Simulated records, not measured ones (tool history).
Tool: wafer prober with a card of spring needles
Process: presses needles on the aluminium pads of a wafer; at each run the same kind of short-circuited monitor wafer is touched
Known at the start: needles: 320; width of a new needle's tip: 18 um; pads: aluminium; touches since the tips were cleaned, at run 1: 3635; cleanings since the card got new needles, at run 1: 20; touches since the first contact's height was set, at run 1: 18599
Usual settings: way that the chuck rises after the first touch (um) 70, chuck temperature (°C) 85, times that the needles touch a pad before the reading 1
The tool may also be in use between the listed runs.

run   hour  way that the chuck rises after the first touch (um)  chuck temperature (°C)  times that the needles touch a pad before the reading  touches since the tips were cleaned  cleanings since the card got new needles  touches since the first contact's height was set  resistance of one needle with its contact and lead (mohm)  way that a needle slides on the pad (um)
  1      0                                                   70                      85                                                      1                                 3635                                        20                                             18599                                                        456                                      11.9
       2.1  -- tips cleaned on abrasive film
      12.3  -- tips cleaned on abrasive film
      22.4  -- tips cleaned on abrasive film
      32.6  -- tips cleaned on abrasive film
      42.7  -- tips cleaned on abrasive film
  2   44.7                                                   70                      85                                                      1                                  961                                        25                                             40508                                                        279                                     11.82
      52.8  -- tips cleaned on abrasive film
        63  -- tips cleaned on abrasive film
      73.1  -- tips cleaned on abrasive film
      81.3  -- tips cleaned on abrasive film
      91.4  -- tips cleaned on abrasive film
  3   94.4                                                   70                      85                                                      1                                 1464                                        30                                             64915                                                        331                                     11.74
     100.5  -- tips cleaned on abrasive film
     104.6  -- tips cleaned on abrasive film, once more
     114.8  -- tips cleaned on abrasive film
     121.1  -- height of the first contact set anew
     125.2  -- tips cleaned on abrasive film
       134  -- tips cleaned on abrasive film
  4    134                                                   70                      85                                                      1                                    0                                        35                                              6315                                                        171                                     11.93
     142.2  -- tips cleaned on abrasive film
     150.3  -- tips cleaned on abrasive film
  5  154.1                                                   70                      38                                                      1                                 1868                                        37                                             16165                                                        408                                     11.91
     160.2  -- tips cleaned on abrasive film
     170.4  -- tips cleaned on abrasive film
  6    177                                                   70                      38                                                      1                                 3288                                        39                                             27433                                                        482                                     11.89
     179.1  -- tips cleaned on abrasive film
     187.3  -- tips cleaned on abrasive film
     197.4  -- tips cleaned on abrasive film
     205.6  -- tips cleaned on abrasive film
     215.7  -- tips cleaned on abrasive film
     224.9  -- tips cleaned on abrasive film
  7  224.9                                                   70                      85                                                      2                                    0                                        45                                             50883                                                        160                                     11.84
       235  -- tips cleaned on abrasive film
     245.2  -- tips cleaned on abrasive film
     255.4  -- tips cleaned on abrasive film
  8  261.7                                                   70                      85                                                      2                                 3132                                        48                                             68979                                                        329                                     11.73
     263.8  -- tips cleaned on abrasive film
     273.9  -- tips cleaned on abrasive film
     280.3  -- height of the first contact set anew
     284.4  -- tips cleaned on abrasive film
     294.5  -- tips cleaned on abrasive film
  9  297.6                                                   70                      85                                                      2                                 1511                                        52                                              8494                                                        291                                     11.97
     303.7  -- tips cleaned on abrasive film
     311.9  -- tips cleaned on abrasive film
       322  -- tips cleaned on abrasive film
       331  -- tips cleaned on abrasive film
 10    331                                                   70                      85                                                      2                                    0                                        56                                             24856                                                        166                                     11.91
     341.1  -- tips cleaned on abrasive film
     351.3  -- tips cleaned on abrasive film
 11  355.4                                                   70                      85                                                      1                                 2050                                        58                                             36881                                                        436                                     11.84
     359.5  -- tips cleaned on abrasive film
     369.7  -- tips cleaned on abrasive film
     377.8  -- tips cleaned on abrasive film
 12  385.3                                                   70                      85                                                      1                                 3722                                        61                                             51567                                                        524                                      11.8
     387.4  -- tips cleaned on abrasive film
     395.6  -- tips cleaned on abrasive film
     405.7  -- tips cleaned on abrasive film
     413.9  -- tips cleaned on abrasive film
       424  -- tips cleaned on abrasive film
 13  425.1                                                   70                      85                                                      1                                  531                                        66                                             71051                                                        272                                     11.71
     433.3  -- tips cleaned on abrasive film
     437.6  -- height of the first contact set anew
     443.7  -- tips cleaned on abrasive film
     453.9  -- tips cleaned on abrasive film
       464  -- tips cleaned on abrasive film
     473.3  -- tips cleaned on abrasive film
 14  473.3                                                   54                      85                                                      1                                    0                                        71                                             17535                                                        204                                      9.19
     483.5  -- tips cleaned on abrasive film
     493.6  -- tips cleaned on abrasive film
 15  494.2                                                   56                     108                                                      2                                  296                                        73                                             27806                                                        248                                      9.53
     502.4  -- tips cleaned on abrasive film
     512.5  -- tips cleaned on abrasive film
     522.7  -- tips cleaned on abrasive film
     532.8  -- tips cleaned on abrasive film
     541.3  -- tips cleaned on abrasive film
 16  541.3                                                   56                     108                                                      2                                    0                                        78                                             50885                                                        176                                      9.45
     549.4  -- tips cleaned on abrasive film
     557.6  -- tips cleaned on abrasive film
     567.7  -- tips cleaned on abrasive film
 17  575.5                                                   56                     108                                                      3                                 3881                                        81                                             67738                                                        370                                      9.39
     577.6  -- tips cleaned on abrasive film
     585.8  -- tips cleaned on abrasive film
     595.9  -- tips cleaned on abrasive film
     596.2  -- height of the first contact set anew
     606.3  -- tips cleaned on abrasive film
 18  606.3                                                   57                      85                                                      1                                    0                                        85                                              4926                                                        187                                      9.75
     616.4  -- tips cleaned on abrasive film
     626.6  -- tips cleaned on abrasive film
 19  632.2                                                   57                      85                                                      3                                 2796                                        87                                             17698                                                        336                                      9.67
     636.3  -- tips cleaned on abrasive film
     646.5  -- tips cleaned on abrasive film
     656.6  -- tips cleaned on abrasive film
 20  662.8                                                   58                      54                                                      2                                 3039                                        90                                             32707                                                        458                                      9.81
     664.9  -- tips cleaned on abrasive film
       675  -- tips cleaned on abrasive film
     685.2  -- tips cleaned on abrasive film
     693.4  -- tips cleaned on abrasive film
 21  693.4                                                   58                      54                                                      2                                    0                                        94                                             47695                                                        171                                      9.78
     703.5  -- tips cleaned on abrasive film
     713.7  -- tips cleaned on abrasive film
     723.8  -- tips cleaned on abrasive film
       734  -- tips cleaned on abrasive film
 22  739.4                                                   58                      54                                                      2                                 2720                                        98                                             70345                                                        482                                       9.7
     743.6  -- tips cleaned on abrasive film
     753.7  -- tips cleaned on abrasive film
       754  -- height of the first contact set anew
     764.2  -- tips cleaned on abrasive film
 23  768.2                                                   58                      54                                                      2                                 2006                                       101                                              6984                                                        425                                      9.89
     774.3  -- tips cleaned on abrasive film
     784.5  -- tips cleaned on abrasive film
     794.6  -- tips cleaned on abrasive film
     804.8  -- tips cleaned on abrasive film
     814.9  -- tips cleaned on abrasive film
 24  816.3                                                   58                      54                                                      2                                  660                                       106                                             30571                                                        269                                      9.84
     824.4  -- tips cleaned on abrasive film
     834.6  -- tips cleaned on abrasive film
     844.7  -- tips cleaned on abrasive film
 25  848.1                                                   70                     117                                                      2                                 1706                                       109                                             46242                                                        322                                     11.82
     854.3  -- tips cleaned on abrasive film
     864.4  -- tips cleaned on abrasive film
     874.6  -- tips cleaned on abrasive film
 26    882                                                   76                      85                                                      1                                 3682                                       112                                             62894                                                        503                                     12.83

3 ways to go on from here, each from the tool as it stands after run 26. What would each give?
     884.1  -- tips cleaned on abrasive film
     894.3  -- tips cleaned on abrasive film
     902.4  -- tips cleaned on abrasive film
     912.6  -- tips cleaned on abrasive film
     912.9  -- height of the first contact set anew
  A  913.8                                                   76                      30                                                      3                                  459                                       116                                               459                                                          ?                                         ?
     884.1  -- tips cleaned on abrasive film
     894.3  -- tips cleaned on abrasive film
     902.4  -- tips cleaned on abrasive film
     912.6  -- tips cleaned on abrasive film
     912.9  -- height of the first contact set anew
  B  913.8                                                   78                      85                                                      2                                  459                                       116                                               459                                                          ?                                         ?
     884.1  -- tips cleaned on abrasive film
     894.3  -- tips cleaned on abrasive film
     902.4  -- tips cleaned on abrasive film
     912.6  -- tips cleaned on abrasive film
     912.9  -- height of the first contact set anew
  C  913.8                                                   52                     120                                                      1                                  459                                       116                                               459                                                          ?                                         ?

run  resistance of one needle with its contact and lead (mohm)  way that a needle slides on the pad (um)
  A                                                        169                                     13.01
  B                                                        200                                     13.35
  C                                                        366                                      8.93
Without the tool's hidden state the same runs would have given:
run  resistance of one needle with its contact and lead (mohm)  way that a needle slides on the pad (um)
  A                                                        124                                     13.01
  B                                                        135                                     13.35
  C                                                        156                                      8.93
